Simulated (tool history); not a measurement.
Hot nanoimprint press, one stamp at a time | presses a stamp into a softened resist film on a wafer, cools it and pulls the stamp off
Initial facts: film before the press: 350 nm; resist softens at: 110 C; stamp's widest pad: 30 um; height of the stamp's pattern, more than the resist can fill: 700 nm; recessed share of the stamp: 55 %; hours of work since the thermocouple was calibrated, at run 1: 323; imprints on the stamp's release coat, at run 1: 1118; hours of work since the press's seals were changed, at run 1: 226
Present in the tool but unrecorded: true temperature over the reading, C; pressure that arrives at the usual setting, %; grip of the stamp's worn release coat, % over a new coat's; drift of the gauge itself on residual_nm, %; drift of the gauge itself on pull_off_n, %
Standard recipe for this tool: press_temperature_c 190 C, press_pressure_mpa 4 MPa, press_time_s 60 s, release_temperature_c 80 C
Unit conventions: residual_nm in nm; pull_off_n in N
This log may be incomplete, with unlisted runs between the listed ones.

run   hour  press_temperature_c  press_pressure_mpa  press_time_s  release_temperature_c  hours of work since the thermocouple was calibrated  imprints on the stamp's release coat  hours of work since the press's seals were changed  residual_nm  pull_off_n
  1      0                  190                   4            60                     80                                                  323                                  1118                                                 226        143.2         146
  2     19                  190                   4            60                     80                                                  331                                  1165                                                 234        143.2         146
  3   36.2                  190                   4            60                     80                                                  338                                  1207                                                 241        142.7         149
  4   55.1                  190                5.66            60                     80                                                  346                                  1254                                                 249          118         146
  5   67.7                  190                   4            60                     80                                                  352                                  1285                                                 254        142.6         153
  6     82                  190                   4            60                     80                                                  358                                  1320                                                 260        142.5         152
        98  -- plate thermocouple calibrated
  7  100.7                  190                   4            60                     80                                                    1                                  1359                                                 267        150.4         150
  8  117.4                  190                   4            60                     80                                                    8                                  1400                                                 274        150.1         156
  9  130.4                  190                   4            60                     80                                                   14                                  1432                                                 279        150.4         155
 10  147.1                  182                   4            60                     80                                                   21                                  1473                                                 286        201.6         161
 11  158.6                  182                   4            60                     80                                                   25                                  1501                                                 291        201.3         155
 12  177.6                  201                3.69            69                     82                                                   33                                  1548                                                 299         99.9         150
 13  188.2                  190                 4.7            39                     74                                                   38                                  1574                                                 303          160         178
 14  203.5                  190                   4            60                     81                                                   44                                  1612                                                 310        150.5         153
 15  222.2                  190                   4            60                     81                                                   52                                  1658                                                 317          150         158
 16  234.2                  190                3.13            49                     80                                                   57                                  1688                                                 322        181.2         161
 17  243.1                  186                3.13            49                     87                                                   61                                  1710                                                 326        207.5         139
 18  251.7                  186                3.13            49                     87                                                   64                                  1731                                                 330        207.6         138
 19  267.7                  184                   4            70                     80                                                   71                                  1770                                                 336        178.2         172

4 options for the next run, each taken on its own from the tool as it stands now. Forecast them:
  A  286.8                  201                   4            44                     80                                                   79                                  1817                                                 344            ?           ?
  B  286.8                  195                   4            38                     75                                                   79                                  1817                                                 344            ?           ?
  C  286.8                  189                3.62            60                     68                                                   79                                  1817                                                 344            ?           ?
  D  286.8                  190                4.87            66                     75                                                   79                                  1817                                                 344            ?           ?

run  residual_nm  pull_off_n
  A        112.6         162
  B        145.8         177
  C        163.3         212
  D        130.1         183
The same runs, with their run-to-run variation unchanged, on a tool lacking any hidden condition would have given:
run  residual_nm  pull_off_n
  A        111.4         122
  B        144.4         133
  C        162.1         160
  D        128.4         138
